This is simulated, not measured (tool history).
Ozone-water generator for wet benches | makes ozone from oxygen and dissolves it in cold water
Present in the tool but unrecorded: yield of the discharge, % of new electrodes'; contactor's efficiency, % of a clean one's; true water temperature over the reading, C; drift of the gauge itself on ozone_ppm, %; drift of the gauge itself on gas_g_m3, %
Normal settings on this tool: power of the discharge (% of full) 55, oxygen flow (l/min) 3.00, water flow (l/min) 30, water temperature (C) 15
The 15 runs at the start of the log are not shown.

| run | day | power of the discharge (% of full) | oxygen flow (l/min) | water flow (l/min) | water temperature (C) | hours of work since the electrodes were changed | hours of work since the contactor was cleaned | hours of work since the thermometer was calibrated | dissolved ozone (ppm) | ozone in the gas ahead of the water (g/m3) |
|---|---|---|---|---|---|---|---|---|---|---|
| 16 | 54.642 | 55 | 3.00 | 45 | 15 | 2068 | 3418 | 2174 | 4.4 | 161.8 |
| 17 | 56.962 | 55 | 3.00 | 45 | 15 | 2107 | 3457 | 2214 | 4.4 | 162.3 |
| 18 | 60.288 | 55 | 3.00 | 45 | 15 | 2165 | 3515 | 2271 | 4.4 | 160.5 |
| 19 | 63.708 | 60 | 2.49 | 45 | 7 | 2223 | 3573 | 2330 | 4.6 | 192.4 |
| 20 | 66.629 | 42 | 5.11 | 30 | 12 | 2273 | 3624 | 2380 | 6.5 | 99.0 |
| 21 | 71.271 | 55 | 2.45 | 30 | 15 | 2353 | 3703 | 2460 | 7.0 | 184.0 |
| 22 | 73.729 | 55 | 2.76 | 30 | 15 | 2396 | 3746 | 2502 | 6.9 | 169.4 |
| 23 | 78.325 | 58 | 4.78 | 20 | 15 | 2474 | 3824 | 2581 | 10.8 | 121.4 |
| 24 | 80.633 | 58 | 4.78 | 20 | 15 | 2514 | 3864 | 2620 | 11.0 | 122.1 |
| 25 | 83.925 | 59 | 3.00 | 30 | 15 | 2571 | 3921 | 2677 | 7.4 | 166.9 |
| 26 | 86.304 | 68 | 1.89 | 24 | 15 | 2612 | 3962 | 2718 | 9.5 | 243.0 |
| 27 | 90.004 | 88 | 3.00 | 30 | 15 | 2675 | 4025 | 2781 | 8.8 | 202.6 |
| 28 | 92.138 | 88 | 3.00 | 30 | 15 | 2712 | 4062 | 2818 | 8.7 | 202.6 |
| 29 | 94.296 | 40 | 4.33 | 30 | 15 | 2749 | 4099 | 2855 | 6.0 | 106.4 |
| 30 | 96.821 | 40 | 4.33 | 30 | 21 | 2792 | 4142 | 2899 | 5.8 | 106.2 |
| 31 | 101.725 | 94 | 4.90 | 34 | 12 | 2876 | 4227 | 2983 | 8.3 | 150.4 |
| 32 | 105.346 | 94 | 4.90 | 34 | 12 | 2939 | 4289 | 3045 | 8.6 | 151.7 |
| 33 | 109.825 | 62 | 3.26 | 25 | 8 | 3016 | 4366 | 3122 | 9.5 | 159.0 |

Consider 4 possible next runs. They are alternatives, not a sequence: every one starts from the tool as it was left by run 33. What does each give?
| A | 114.504 | 51 | 1.76 | 30 | 15 | 3096 | 4446 | 3202 | ? | ? |
| B | 114.504 | 51 | 3.26 | 25 | 8 | 3096 | 4446 | 3202 | ? | ? |
| C | 114.504 | 62 | 3.26 | 19 | 10 | 3096 | 4446 | 3202 | ? | ? |
| D | 114.504 | 85 | 3.26 | 25 | 8 | 3096 | 4446 | 3202 | ? | ? |

| run | dissolved ozone (ppm) | ozone in the gas ahead of the water (g/m3) |
|---|---|---|
| A | 6.1 | 219.1 |
| B | 8.4 | 146.3 |
| C | 12.3 | 159.9 |
| D | 11.1 | 188.5 |
What these runs would have given with no unlogged condition in the tool:
| run | dissolved ozone (ppm) | ozone in the gas ahead of the water (g/m3) |
|---|---|---|
| A | 6.7 | 233.3 |
| B | 9.3 | 155.8 |
| C | 13.7 | 171.6 |
| D | 12.6 | 204.8 |

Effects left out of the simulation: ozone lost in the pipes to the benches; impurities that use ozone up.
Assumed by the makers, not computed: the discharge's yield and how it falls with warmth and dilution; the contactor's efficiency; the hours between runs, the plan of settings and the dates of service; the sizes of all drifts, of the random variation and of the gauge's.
